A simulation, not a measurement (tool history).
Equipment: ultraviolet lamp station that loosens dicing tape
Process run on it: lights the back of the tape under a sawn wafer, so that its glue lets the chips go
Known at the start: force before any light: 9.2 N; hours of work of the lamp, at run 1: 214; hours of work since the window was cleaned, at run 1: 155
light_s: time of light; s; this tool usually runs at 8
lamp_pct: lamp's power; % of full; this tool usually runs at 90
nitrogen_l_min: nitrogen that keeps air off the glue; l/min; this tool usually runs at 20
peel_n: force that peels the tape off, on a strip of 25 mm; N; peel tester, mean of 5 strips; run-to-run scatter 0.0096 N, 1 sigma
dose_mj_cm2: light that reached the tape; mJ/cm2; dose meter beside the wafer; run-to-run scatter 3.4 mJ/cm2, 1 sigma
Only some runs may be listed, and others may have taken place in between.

run    hour  light_s  lamp_pct  nitrogen_l_min  hours of work of the lamp  hours of work since the window was cleaned  peel_n  dose_mj_cm2
  1       0        8        90              20                        214                                         155    0.49          523
  2    28.3        8        60              20                        230                                         171    1.15          339
  3    83.5        9        90              20                        261                                         202    0.41          569
  4     123        9        90              20                        283                                         223   0.423          564
  5   159.7        7        90              20                        303                                         244   0.701          427
  6   216.8        7        90              20                        335                                         276   0.712          424
  7   252.4        8        90              20                        355                                         295   0.564          486
  8   308.3        9        90              20                        386                                         326   0.455          537
  9   357.8        9        90              20                        413                                         354   0.459          526
 10   383.1        9        90              20                        427                                         368   0.471          519
 11   419.6        8        90              20                        448                                         388   0.649          458
 12   468.5        8        90              20                        475                                         415   0.633          453
 13   515.8        8        75              20                        501                                         442   0.931          369
 14   565.3        8        75              20                        529                                         469   1.005          370
 15   599.1        8        75              20                        547                                         488   0.987          363
 16   648.7        8        75              20                        575                                         516   0.988          362
 17   696.8        8        90              20                        602                                         542   0.717          428
 18   748.9        8        90              20                        631                                         571   0.717          416
 19     782        8        90               8                        649                                         590   1.555          413
      841.6  -- window cleaned of glue's vapour
 20   841.6        8        72               8                        682                                           0   2.767          288
 21   881.4        8        72               8                        704                                          22   2.701          279
 22   922.8        8        90              32                        727                                          45   0.784          349
 23   948.4        8        71              15                        741                                          59   2.018          274
 24  1001.1        8        71              15                        771                                          89   2.051          274
     1055.9  -- window cleaned of glue's vapour, once more
 25    1057       13        80              39                        801                                           1   0.229          681
 26  1113.4       10        82              10                        833                                          32   0.824          529
 27  1140.6       12        90              17                        848                                          47   0.305          696
 28  1167.3       12        90              30                        863                                          62    0.24          690
 29  1194.5       15        63              30                        878                                          77   0.269          596
 30  1248.5       15        63              30                        908                                         107   0.286          596
 31  1302.9        5        89              20                        938                                         137   1.567          276
 32    1335        5        89              20                        956                                         155   1.659          270
 33  1365.6        5        91              33                        973                                         172   1.261          275
 34  1393.2        8        90               7                        988                                         187   1.576          426
 35  1431.4        9        90               7                       1009                                         209   1.347          480
 36  1460.2        9        90               7                       1025                                         225   1.404          479
 37  1485.2        9        90               7                       1039                                         239   1.398          469
 38  1532.9        9        90               7                       1066                                         265   1.421          473
 39  1573.1       10        86              25                       1088                                         287   0.458          488
 40  1600.6       10        86              25                       1103                                         303   0.464          486
 41  1627.8        5        77               6                       1118                                         318   4.036          216
 42  1684.3       14        81              10                       1150                                         349    0.57          624

Predict each of these 3 candidate next runs independently; none follows another, all start after run 42:
  A  1728.3        8        72              10                       1174                                         374       ?            ?
  B  1728.3        8        81              10                       1174                                         374       ?            ?
  C  1728.3        5        63               8                       1174                                         374       ?            ?

run  peel_n  dose_mj_cm2
  A   2.098          311
  B     1.8          355
  C   4.296          170
With no hidden state in the tool, these same runs would have given:
run  peel_n  dose_mj_cm2
  A    1.17          445
  B   0.959          507
  C   3.139          243
